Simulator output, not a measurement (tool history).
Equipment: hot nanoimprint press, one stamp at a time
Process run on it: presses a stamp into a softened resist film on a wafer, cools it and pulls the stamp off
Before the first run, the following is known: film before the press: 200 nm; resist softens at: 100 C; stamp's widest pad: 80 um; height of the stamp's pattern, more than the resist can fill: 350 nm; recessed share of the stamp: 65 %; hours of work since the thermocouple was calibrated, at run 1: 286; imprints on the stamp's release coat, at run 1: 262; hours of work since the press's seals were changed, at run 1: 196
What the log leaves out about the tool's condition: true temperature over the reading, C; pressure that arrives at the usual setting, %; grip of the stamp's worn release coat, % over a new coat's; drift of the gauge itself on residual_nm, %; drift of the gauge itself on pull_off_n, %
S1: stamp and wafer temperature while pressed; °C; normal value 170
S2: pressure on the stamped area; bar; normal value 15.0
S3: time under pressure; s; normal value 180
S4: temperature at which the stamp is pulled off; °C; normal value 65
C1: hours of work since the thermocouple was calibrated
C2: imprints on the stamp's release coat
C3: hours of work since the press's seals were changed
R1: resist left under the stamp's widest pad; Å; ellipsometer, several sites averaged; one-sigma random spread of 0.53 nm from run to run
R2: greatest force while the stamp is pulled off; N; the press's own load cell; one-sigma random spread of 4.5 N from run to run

run   hour   S1    S2   S3  S4   C1    C2   C3    R1   R2
  1    0.0  170  15.0  180  65  286   262  196   877  214
  2   20.4  170  15.0  180  65  299   358  209   861  219
  3   43.7  170  15.0  180  65  313   468  223   874  217
  4   73.7  170  15.0  180  65  331   609  241   862  227
  5  103.8  170  15.0  180  65  349   750  259   870  223
  6  132.0  170  15.0  180  69  366   883  276   882  213
  7  152.1  170  15.0  180  66  379   978  289   878  212
  8  167.4  170  15.0  180  72  388  1050  298   874  204
  9  193.0  170  15.0  180  72  403  1170  313   884  203
 10  210.9  170  15.0  180  72  414  1254  324   870  195
 11  227.3  170  15.0  180  72  424  1332  334   874  200
 12  257.3  170  15.0  180  72  443  1473  353   879  201
 13  287.9  170  15.0   91  65  461  1617  371  1127  219
 14  320.5  170  15.0   91  65  481  1770  391  1111  226
     348.3  -- stamp cleaned and given a new release coat
 15  354.5  170  15.0   91  65  498    29  408  1120  219
 16  388.1  175  15.9  163  58  518   187  428   713  238
 17  404.8  176  15.2  180  65  529   266  439   658  216
     416.9  -- plate thermocouple calibrated
 18  434.6  176  15.2  180  65   11   392  455   657  218
 19  459.1  176  15.2  132  65   26   507  470   756  220
 20  494.0  176  15.2  132  65   47   671  491   745  218
 21  512.2  175  11.0  132  50   58   757  502   901  262
 22  541.7  175  11.0  132  50   76   896  520   909  253
 23  562.2  170  15.0  142  62   88   992  532   960  222
 24  599.1  181  23.0  180  65  111  1166  555   421  216
 25  618.4  181  23.0  180  65  122  1257  567   427  220
 26  653.7  181  11.9  270  58  144  1423  588   491  236
 27  679.9  181  11.9  270  58  160  1546  604   500  252
 28  710.9  181  11.9  270  58  179  1692  623   504  241
 29  745.5  178  11.9  196  58  200  1855  644   657  242
     755.2  -- stamp cleaned and given a new release coat
 30  779.4  178  11.9  196  58  217   113  661   659  246

For each entry between runs, how does the tool's hidden state at the last listed run before it compare with that at the first listed run after it?
Run 14 -> run 15: stamp cleaned and given a new release coat (hour 348.3)
  grip of the stamp's worn release coat, % over a new coat's: 0.7 -> 0
Run 17 -> run 18: plate thermocouple calibrated (hour 416.9)
  true temperature over the reading, C: -0.04 -> 0; grip of the stamp's worn release coat, % over a new coat's: 0.1 -> 0.2
Run 29 -> run 30: stamp cleaned and given a new release coat (hour 755.2)
  grip of the stamp's worn release coat, % over a new coat's: 0.7 -> 0
